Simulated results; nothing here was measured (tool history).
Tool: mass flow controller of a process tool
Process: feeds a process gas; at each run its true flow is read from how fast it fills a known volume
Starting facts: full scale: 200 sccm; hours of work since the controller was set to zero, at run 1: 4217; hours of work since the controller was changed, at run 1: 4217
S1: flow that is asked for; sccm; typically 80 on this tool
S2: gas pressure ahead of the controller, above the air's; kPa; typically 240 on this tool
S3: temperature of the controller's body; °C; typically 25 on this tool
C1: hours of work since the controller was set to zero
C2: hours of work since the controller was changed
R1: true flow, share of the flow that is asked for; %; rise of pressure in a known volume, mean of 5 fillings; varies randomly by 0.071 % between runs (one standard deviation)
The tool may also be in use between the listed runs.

run 1 day=0.000 | S1=80 S2=240 S3=25 | C1=4217 C2=4217 | R1=102.27
run 2 day=10.812 | S1=80 S2=240 S3=25 | C1=4378 C2=4378 | R1=102.23
run 3 day=20.533 | S1=31 S2=240 S3=25 | C1=4523 C2=4523 | R1=105.11
run 4 day=31.050 | S1=31 S2=240 S3=39 | C1=4680 C2=4680 | R1=104.55
run 5 day=42.200 | S1=31 S2=240 S3=39 | C1=4846 C2=4846 | R1=104.70
run 6 day=53.612 | S1=31 S2=240 S3=39 | C1=5016 C2=5016 | R1=104.79
run 7 day=62.008 | S1=31 S2=240 S3=39 | C1=5142 C2=5142 | R1=105.13
run 8 day=71.254 | S1=80 S2=240 S3=25 | C1=5280 C2=5280 | R1=102.70
run 9 day=78.283 | S1=80 S2=240 S3=33 | C1=5385 C2=5385 | R1=102.32
run 10 day=86.946 | S1=80 S2=240 S3=33 | C1=5514 C2=5514 | R1=102.36
run 11 day=95.692 | S1=80 S2=240 S3=33 | C1=5644 C2=5644 | R1=102.57
run 12 day=103.621 | S1=80 S2=240 S3=33 | C1=5763 C2=5763 | R1=102.55
run 13 day=114.596 | S1=80 S2=240 S3=33 | C1=5926 C2=5926 | R1=102.60
run 14 day=122.142 | S1=48 S2=278 S3=27 | C1=6039 C2=6039 | R1=104.73
run 15 day=126.892 | S1=48 S2=151 S3=39 | C1=6110 C2=6110 | R1=103.86
run 16 day=138.158 | S1=48 S2=151 S3=39 | C1=6278 C2=6278 | R1=103.99
run 17 day=145.233 | S1=48 S2=165 S3=39 | C1=6384 C2=6384 | R1=104.14
run 18 day=155.579 | S1=80 S2=221 S3=21 | C1=6538 C2=6538 | R1=103.67
run 19 day=165.583 | S1=34 S2=245 S3=32 | C1=6687 C2=6687 | R1=106.71
run 20 day=175.496 | S1=34 S2=245 S3=32 | C1=6835 C2=6835 | R1=106.73
run 21 day=185.154 | S1=34 S2=245 S3=32 | C1=6979 C2=6979 | R1=107.05

Below are 5 alternative next runs, each starting from the tool's condition after run 21. Predict each:
run A day=191.446 | S1=63 S2=185 S3=30 | C1=7073 C2=7073 | R1=?
run B day=191.446 | S1=34 S2=193 S3=32 | C1=7073 C2=7073 | R1=?
run C day=191.446 | S1=80 S2=240 S3=37 | C1=7073 C2=7073 | R1=?
run D day=191.446 | S1=89 S2=245 S3=36 | C1=7073 C2=7073 | R1=?
run E day=191.446 | S1=34 S2=207 S3=37 | C1=7073 C2=7073 | R1=?

run=A R1=104.17
run=B R1=107.01
run=C R1=103.16
run=D R1=103.04
run=E R1=106.96
The same runs, with their run-to-run variation unchanged, on a tool lacking any hidden condition would have given:
run=A R1=99.19
run=B R1=98.92
run=C R1=98.95
run=D R1=99.12
run=E R1=98.87
